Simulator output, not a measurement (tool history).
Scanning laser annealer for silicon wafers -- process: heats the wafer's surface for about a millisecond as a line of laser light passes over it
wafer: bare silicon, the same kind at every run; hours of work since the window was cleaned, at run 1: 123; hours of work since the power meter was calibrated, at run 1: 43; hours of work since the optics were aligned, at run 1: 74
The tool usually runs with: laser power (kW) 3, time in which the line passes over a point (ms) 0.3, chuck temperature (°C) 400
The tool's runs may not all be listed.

run    day  laser power (kW)  time in which the line passes over a point (ms)  chuck temperature (°C)  hours of work since the window was cleaned  hours of work since the power meter was calibrated  hours of work since the optics were aligned  highest temperature of the surface (°C)
  1      0                 3                                              0.3                     400                                         123                                                  43                                           74                                     1133
  2  0.417                 3                                              0.3                     400                                         129                                                  49                                           80                                     1135
  3  0.754             3.153                                              0.3                     400                                         134                                                  54                                           84                                     1180
  4  0.983                 3                                            0.286                     400                                         137                                                  57                                           87                                     1113
  5    1.2                 3                                              0.3                     382                                         140                                                  60                                           90                                     1112
  6   1.45                 3                                              0.3                     382                                         144                                                  63                                           94                                     1113
     1.596  -- laser's power meter calibrated
  7  1.971                 3                                              0.3                     382                                         149                                                   5                                           99                                     1114
  8  2.362             2.811                                            0.216                     382                                         154                                                  11                                          105                                      945
  9  2.562              2.83                                            0.263                     390                                         157                                                  13                                          108                                     1021
 10  2.958                 3                                            0.221                     403                                         163                                                  19                                          113                                     1020
 11  3.379                 3                                            0.221                     403                                         169                                                  25                                          119                                     1019

Predict each of these 3 candidate next runs independently; none follows another, all start after run 11:
     3.562  -- laser's power meter calibrated, once more
  A  3.792             3.235                                            0.212                     375                                         173                                                   3                                          123                                        ?
     3.562  -- laser's power meter calibrated, once more
  B  3.792             2.979                                            0.223                     419                                         173                                                   3                                          123                                        ?
     3.562  -- laser's power meter calibrated, once more
  C  3.792                 3                                            0.221                     366                                         173                                                   3                                          123                                        ?

run  highest temperature of the surface (°C)
  A                                     1034
  B                                     1035
  C                                      982
Take away the tool's hidden state, keep each run's random variation, and the runs would have read:
run  highest temperature of the surface (°C)
  A                                     1051
  B                                     1050
  C                                      998
